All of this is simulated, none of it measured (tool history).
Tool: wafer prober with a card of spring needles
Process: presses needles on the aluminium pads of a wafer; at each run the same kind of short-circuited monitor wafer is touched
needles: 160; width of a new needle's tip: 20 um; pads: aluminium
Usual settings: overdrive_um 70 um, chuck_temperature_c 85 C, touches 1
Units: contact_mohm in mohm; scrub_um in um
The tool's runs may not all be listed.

Run 1, hour 0: usual settings. Result: contact_mohm 306 mohm, scrub_um 11.06 um.
At hour 16.3: tips cleaned on abrasive film.
Run 2, hour 25.6: usual settings. Result: contact_mohm 349 mohm, scrub_um 11.04 um.
At hour 37.1: tips cleaned on abrasive film.
At hour 56.2: tips cleaned on abrasive film.
Run 3, hour 60.7: usual settings. Result: contact_mohm 322 mohm, scrub_um 11.03 um.
At hour 74.3: tips cleaned on abrasive film.
At hour 85.7: height of the first contact set anew.
Run 4, hour 90.7: usual settings. Result: contact_mohm 373 mohm, scrub_um 11.08 um.
At hour 94.3: tips cleaned on abrasive film.
At hour 113.4: tips cleaned on abrasive film.
At hour 131.6: tips cleaned on abrasive film.
Run 5, hour 133.9: usual settings. Result: contact_mohm 304 mohm, scrub_um 11.05 um.
At hour 150.9: tips cleaned on abrasive film.
Run 6, hour 155.2: usual settings but touches 3. Result: contact_mohm 278 mohm, scrub_um 10.99 um.
At hour 169.4: tips cleaned on abrasive film.
At hour 188.1: tips cleaned on abrasive film.
Run 7, hour 199.9: usual settings. Result: contact_mohm 362 mohm, scrub_um 11.02 um.
At hour 207.9: tips cleaned on abrasive film.
At hour 225.5: tips cleaned on abrasive film.
Run 8, hour 226: usual settings. Result: contact_mohm 280 mohm, scrub_um 10.99 um.
At hour 230.5: height of the first contact set anew.
At hour 245: tips cleaned on abrasive film.
At hour 262.6: tips cleaned on abrasive film.
Run 9, hour 272.5: usual settings. Result: contact_mohm 360 mohm, scrub_um 11.07 um.
At hour 281.3: tips cleaned on abrasive film.
At hour 299.5: tips cleaned on abrasive film.
Run 10, hour 310.5: usual settings. Result: contact_mohm 366 mohm, scrub_um 11.04 um.
At hour 318.2: tips cleaned on abrasive film.
At hour 337.1: tips cleaned on abrasive film.
Run 11, hour 347.4: usual settings. Result: contact_mohm 356 mohm, scrub_um 11 um.
At hour 357.8: tips cleaned on abrasive film.
At hour 375.3: tips cleaned on abrasive film.
At hour 375.6: height of the first contact set anew.
Run 12, hour 378.2: usual settings. Result: contact_mohm 304 mohm, scrub_um 11.08 um.
At hour 393.1: tips cleaned on abrasive film.
Run 13, hour 404.7: usual settings. Result: contact_mohm 368 mohm, scrub_um 11.06 um.
At hour 412.6: tips cleaned on abrasive film.
At hour 431.8: tips cleaned on abrasive film.
Run 14, hour 447.7: usual settings but touches 2. Result: contact_mohm 326 mohm, scrub_um 11.04 um.
At hour 452: tips cleaned on abrasive film.
At hour 471.8: tips cleaned on abrasive film.
Run 15, hour 481: usual settings but touches 2. Result: contact_mohm 315 mohm, scrub_um 11.04 um.
At hour 490.8: tips cleaned on abrasive film.
At hour 510.2: tips cleaned on abrasive film.
At hour 519.1: height of the first contact set anew.
Run 16, hour 521.8: usual settings but chuck_temperature_c 81 C, touches 2. Result: contact_mohm 320 mohm, scrub_um 11.09 um.
At hour 529.6: tips cleaned on abrasive film.
Run 17, hour 543.2: usual settings but overdrive_um 87 um. Result: contact_mohm 326 mohm, scrub_um 13.76 um.
At hour 547.9: tips cleaned on abrasive film.
At hour 567.8: tips cleaned on abrasive film.
At hour 585.6: tips cleaned on abrasive film.
Run 18, hour 585.6: usual settings but overdrive_um 84 um, chuck_temperature_c 37 C. Result: contact_mohm 257 mohm, scrub_um 13.24 um.
At hour 603.9: tips cleaned on abrasive film.
Run 19, hour 617.5: usual settings but overdrive_um 84 um, chuck_temperature_c 37 C, touches 3. Result: contact_mohm 274 mohm, scrub_um 13.26 um.
At hour 624: tips cleaned on abrasive film.
At hour 642.5: tips cleaned on abrasive film.
Run 20, hour 645.3: usual settings but overdrive_um 84 um, chuck_temperature_c 37 C, touches 3. Result: contact_mohm 260 mohm, scrub_um 13.18 um.

Run 21 comes next. What will it give?
At hour 660.9: tips cleaned on abrasive film.
At hour 665.2: height of the first contact set anew.
Run 21, hour 665.2: usual settings but overdrive_um 84 um, chuck_temperature_c 37 C, touches 3. Result: contact_mohm ?, scrub_um ?.

{"run 21": {"contact_mohm": 262, "scrub_um": 13.31}}
Without the tool's hidden state the same run would have given contact_mohm 241 mohm, scrub_um 13.31 um.
